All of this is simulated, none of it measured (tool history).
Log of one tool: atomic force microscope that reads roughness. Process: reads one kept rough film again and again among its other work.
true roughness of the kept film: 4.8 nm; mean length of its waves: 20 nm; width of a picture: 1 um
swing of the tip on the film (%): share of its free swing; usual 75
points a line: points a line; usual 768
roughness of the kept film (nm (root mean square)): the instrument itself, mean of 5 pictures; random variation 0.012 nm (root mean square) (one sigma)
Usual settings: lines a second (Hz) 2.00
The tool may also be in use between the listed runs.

run   hour  lines a second (Hz)  swing of the tip on the film (%)  points a line  roughness of the kept film (nm (root mean square))
  1    0.0                 2.00                                75            768                                               1.664
  2   34.4                 2.00                                75            768                                               1.548
  3   50.9                 2.00                                75            768                                               1.516
      64.9  -- new tip fitted
  4   68.3                 2.00                                77            768                                               2.754
  5  101.0                 2.00                                77            768                                               2.477
  6  136.4                 2.00                                77            768                                               2.252
  7  151.8                 2.00                                75            768                                               2.190
  8  185.3                 2.00                                75            768                                               1.999
  9  207.9                 2.00                                75            768                                               1.934
 10  228.8                 2.00                                74            302                                               1.802
 11  261.1                 0.72                                74            904                                               1.842
 12  281.1                 1.55                                75            949                                               1.701
 13  311.2                 2.58                                56            389                                               1.656
 14  328.5                 2.58                                56            389                                               1.607
 15  350.8                 2.00                                72            810                                               1.488
     354.1  -- new tip fitted
 16  383.9                 0.58                                81            588                                               2.774

4 ways to go on from here, each from the tool as it stands after run 16. What would each give?
  A  401.2                 2.00                                78            768                                                   ?
  B  401.2                 3.68                                81            588                                                   ?
  C  401.2                 0.65                                61            588                                                   ?
  D  401.2                 3.08                                75            768                                                   ?

run  roughness of the kept film (nm (root mean square))
  A                                               2.446
  B                                               2.125
  C                                               2.720
  D                                               2.338
Without the tool's hidden state the same runs would have given:
run  roughness of the kept film (nm (root mean square))
  A                                               2.869
  B                                               2.493
  C                                               3.190
  D                                               2.741
